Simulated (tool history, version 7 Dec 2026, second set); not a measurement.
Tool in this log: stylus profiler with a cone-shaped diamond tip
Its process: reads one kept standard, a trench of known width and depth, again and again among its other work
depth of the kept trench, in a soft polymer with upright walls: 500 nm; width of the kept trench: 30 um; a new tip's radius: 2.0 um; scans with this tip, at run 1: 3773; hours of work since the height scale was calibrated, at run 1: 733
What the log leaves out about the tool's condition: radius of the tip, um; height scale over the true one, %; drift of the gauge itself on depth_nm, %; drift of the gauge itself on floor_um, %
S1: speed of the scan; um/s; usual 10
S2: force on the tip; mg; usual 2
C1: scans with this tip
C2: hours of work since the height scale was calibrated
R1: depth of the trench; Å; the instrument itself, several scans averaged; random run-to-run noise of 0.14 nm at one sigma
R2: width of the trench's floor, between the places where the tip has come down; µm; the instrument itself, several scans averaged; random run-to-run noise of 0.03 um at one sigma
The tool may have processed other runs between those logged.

| run | hour | S1 | S2 | C1 | C2 | R1 | R2 |
|---|---|---|---|---|---|---|---|
| 1 | 0 | 10 | 2 | 3773 | 733 | 5025.6 | 27.08 |
| 2 | 40.6 | 10 | 1.26 | 3862 | 750 | 5015.8 | 27.07 |
| 3 | 94.3 | 10 | 1.26 | 3979 | 773 | 5013.9 | 27.09 |
| 4 | 141.3 | 10 | 1.26 | 4081 | 793 | 5016.4 | 27.03 |
| 5 | 181.5 | 10 | 1.26 | 4169 | 810 | 5015.1 | 27.05 |
| 6 | 210 | 10 | 4.13 | 4231 | 822 | 5047.2 | 27.1 |
| 7 | 250.4 | 10 | 4.13 | 4319 | 839 | 5047.6 | 27.09 |
| 8 | 276 | 17 | 4.13 | 4374 | 850 | 5050.6 | 27.08 |
| 9 | 305 | 10 | 2.7 | 4438 | 862 | 5031.2 | 27.05 |
| 10 | 344.2 | 10 | 2.7 | 4523 | 879 | 5033 | 27.09 |
| 11 | 379.1 | 10 | 2.7 | 4599 | 894 | 5034.1 | 27.08 |
| 12 | 438.5 | 10 | 2.7 | 4728 | 919 | 5032.8 | 27.04 |
| 13 | 482.9 | 10 | 2.7 | 4825 | 937 | 5033.2 | 27.07 |
| 14 | 515.1 | 10 | 2.7 | 4895 | 951 | 5033.5 | 26.95 |
| 15 | 553.5 | 10 | 2 | 4979 | 967 | 5022.6 | 27.04 |
| 16 | 587 | 10 | 2 | 5052 | 982 | 5022.5 | 26.99 |
| 17 | 642.4 | 10 | 2 | 5173 | 1005 | 5021.1 | 26.98 |
| 18 | 678.8 | 10 | 2 | 5252 | 1020 | 5022.9 | 27.05 |
| 19 | 708.5 | 10 | 2 | 5317 | 1033 | 5022.5 | 27.02 |
| 20 | 747.5 | 10 | 2 | 5401 | 1049 | 5023.9 | 27.03 |
| 21 | 809.2 | 10 | 2 | 5536 | 1076 | 5019.3 | 27.01 |
| 22 | 844.9 | 10 | 2 | 5614 | 1091 | 5022.5 | 27 |
| 23 | 876 | 10 | 2 | 5681 | 1104 | 5022.8 | 27.03 |
|  | 879.9 | height scale calibrated on a step standard |
| 24 | 920.5 | 15 | 2 | 5777 | 17 | 5015.6 | 26.99 |
| 25 | 963.2 | 5 | 2.94 | 5870 | 35 | 5027.4 | 27.02 |
| 26 | 994 | 9 | 2.73 | 5937 | 48 | 5023.7 | 27 |
| 27 | 1029.4 | 29 | 2 | 6015 | 63 | 5014 | 26.9 |
| 28 | 1070.1 | 21 | 3.42 | 6103 | 81 | 5031.1 | 26.94 |
| 29 | 1110 | 3 | 1.38 | 6190 | 97 | 5009.5 | 27.07 |
| 30 | 1163 | 3 | 2.52 | 6306 | 120 | 5018.2 | 26.98 |
| 31 | 1203.1 | 10 | 0.96 | 6393 | 137 | 4999.6 | 26.93 |
| 32 | 1244.8 | 28 | 3.12 | 6484 | 154 | 5027.1 | 26.9 |
|  | 1250.9 | height scale calibrated on a step standard, once more |
| 33 | 1296 | 10 | 1.28 | 6594 | 19 | 5028.5 | 26.94 |
| 34 | 1329 | 29 | 1.28 | 6666 | 33 | 5029.7 | 26.82 |
| 35 | 1386.5 | 33 | 1.68 | 6791 | 57 | 5031.3 | 26.8 |
| 36 | 1444.2 | 13 | 5.2 | 6917 | 82 | 5066.6 | 27.01 |
| 37 | 1499.9 | 25 | 5.2 | 7039 | 105 | 5066.1 | 26.93 |
| 38 | 1544.7 | 25 | 5.2 | 7136 | 124 | 5067.6 | 26.93 |
| 39 | 1602.1 | 5 | 2 | 7261 | 149 | 5035.7 | 26.99 |
| 40 | 1655.3 | 12 | 5.06 | 7377 | 171 | 5066.6 | 26.91 |
| 41 | 1681.7 | 12 | 5.06 | 7434 | 182 | 5064.5 | 26.96 |
| 42 | 1710.2 | 17 | 1.11 | 7497 | 194 | 5021 | 26.8 |
| 43 | 1765.4 | 39 | 1.49 | 7617 | 218 | 5025.8 | 26.65 |
| 44 | 1827.2 | 6 | 2.2 | 7751 | 244 | 5034 | 26.92 |
| 45 | 1881.1 | 6 | 2.2 | 7869 | 267 | 5036.8 | 26.93 |
| 46 | 1916.5 | 4 | 4.74 | 7946 | 282 | 5059 | 26.93 |

For each run, the measured value with the value that run would have given without the tool's hidden condition subtracted. The run-to-run variation is shared by both, the gauge scatter possibly not:
| run | R1 | R2 |
|---|---|---|
| 1 | -9.7 | -0.2 |
| 2 | -10 | -0.2 |
| 3 | -10.3 | -0.2 |
| 4 | -10.6 | -0.21 |
| 5 | -10.9 | -0.21 |
| 6 | -11.1 | -0.22 |
| 7 | -11.4 | -0.22 |
| 8 | -11.5 | -0.22 |
| 9 | -11.7 | -0.23 |
| 10 | -11.9 | -0.23 |
| 11 | -12.2 | -0.23 |
| 12 | -12.5 | -0.24 |
| 13 | -12.8 | -0.25 |
| 14 | -13 | -0.25 |
| 15 | -13.2 | -0.25 |
| 16 | -13.4 | -0.26 |
| 17 | -13.7 | -0.26 |
| 18 | -14 | -0.26 |
| 19 | -14.2 | -0.26 |
| 20 | -14.4 | -0.27 |
| 21 | -14.8 | -0.28 |
| 22 | -15 | -0.28 |
| 23 | -15.2 | -0.28 |
| 24 | -20.1 | -0.29 |
| 25 | -20.5 | -0.29 |
| 26 | -20.7 | -0.3 |
| 27 | -20.8 | -0.3 |
| 28 | -21.2 | -0.3 |
| 29 | -21.2 | -0.3 |
| 30 | -21.7 | -0.31 |
| 31 | -21.9 | -0.31 |
| 32 | -22.3 | -0.32 |
| 33 | +0 | -0.33 |
| 34 | -0.2 | -0.32 |
| 35 | -0.6 | -0.34 |
| 36 | -0.9 | -0.34 |
| 37 | -1.3 | -0.35 |
| 38 | -1.6 | -0.35 |
| 39 | -1.9 | -0.35 |
| 40 | -2.3 | -0.36 |
| 41 | -2.4 | -0.36 |
| 42 | -2.7 | -0.37 |
| 43 | -2.9 | -0.37 |
| 44 | -3.3 | -0.37 |
| 45 | -3.7 | -0.38 |
| 46 | -4 | -0.38 |

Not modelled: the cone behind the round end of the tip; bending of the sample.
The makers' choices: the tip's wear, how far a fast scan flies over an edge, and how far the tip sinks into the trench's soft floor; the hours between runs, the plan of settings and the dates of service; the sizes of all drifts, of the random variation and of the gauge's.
